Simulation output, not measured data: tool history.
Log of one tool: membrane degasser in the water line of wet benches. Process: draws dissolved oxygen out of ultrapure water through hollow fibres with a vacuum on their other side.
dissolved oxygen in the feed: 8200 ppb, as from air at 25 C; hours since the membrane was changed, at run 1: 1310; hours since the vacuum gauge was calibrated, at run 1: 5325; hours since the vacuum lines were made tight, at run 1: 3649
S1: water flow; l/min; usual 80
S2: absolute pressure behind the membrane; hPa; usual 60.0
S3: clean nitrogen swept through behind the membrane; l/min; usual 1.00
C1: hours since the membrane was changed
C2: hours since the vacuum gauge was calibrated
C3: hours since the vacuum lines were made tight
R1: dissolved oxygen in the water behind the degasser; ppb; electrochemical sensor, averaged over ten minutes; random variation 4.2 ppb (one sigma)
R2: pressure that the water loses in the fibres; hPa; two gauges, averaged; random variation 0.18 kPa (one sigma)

run     day   S1     S2    S3    C1    C2    C3      R1     R2
  1   0.000   80   60.0  1.00  1310  5325  3649   433.4  331.5
  2   1.258   80   67.3  1.00  1340  5355  3679   524.2  331.0
  3   4.329   80   67.3  1.00  1414  5429  3753   531.7  332.3
  4   6.129   80   95.7  1.00  1457  5472  3796   846.7  331.1
  5   8.917   80   95.7  1.00  1524  5539  3863   862.5  327.3
  6  10.321   80   95.7  1.00  1558  5573  3897   868.4  330.6
  7  13.354   80   60.0  1.00  1631  5646  3969   435.4  331.4
  8  16.054   80   60.0  1.00  1695  5710  4034   435.8  328.2
  9  18.000   80   60.0  1.00  1742  5757  4081   438.4  330.3
 10  20.633   80   60.0  1.00  1805  5820  4144   438.8  331.3
 11  22.292   80   60.0  1.00  1845  5860  4184   434.6  329.6
 12  24.812   87   60.0  2.67  1906  5921  4244   267.3  359.5
 13  26.338   80   60.0  0.69  1942  5957  4281   535.0  330.9
 14  28.912  121   60.0  1.00  2004  6019  4343   642.2  502.4
 15  30.775  116   60.0  0.43  2049  6064  4387   849.5  481.9
 16  33.096   63  108.2  2.91  2104  6119  4443   387.9  261.8
 17  35.375  120   60.0  1.05  2159  6174  4498   618.1  498.6
 18  37.575  120  120.5  0.44  2212  6227  4551  2169.6  496.1
     40.183  -- vacuum gauge calibrated
 19  40.412  120  120.5  0.44  2280     6  4618  2067.9  496.5
 20  41.712   61  131.9  0.61  2311    37  4649  1383.6  252.5
 21  43.279   71  145.5  0.79  2348    74  4687  1475.8  295.6
 22  46.342   54  145.5  1.14  2422   148  4761   944.8  224.7

3 ways to go on from here, each from the tool as it stands after run 22. What would each give?
  A  48.850  67  68.9  1.56  2482  208  4821   ?   ?
  B  48.850  80  60.0  1.23  2482  208  4821   ?   ?
  C  48.850  88  42.2  0.66  2482  208  4821   ?   ?

run     R1     R2
  A  334.4  278.5
  B  371.7  330.2
  C  256.4  365.1
Without the tool's hidden state the same runs would have given:
run     R1     R2
  A  334.1  276.1
  B  371.6  327.3
  C  257.2  361.9
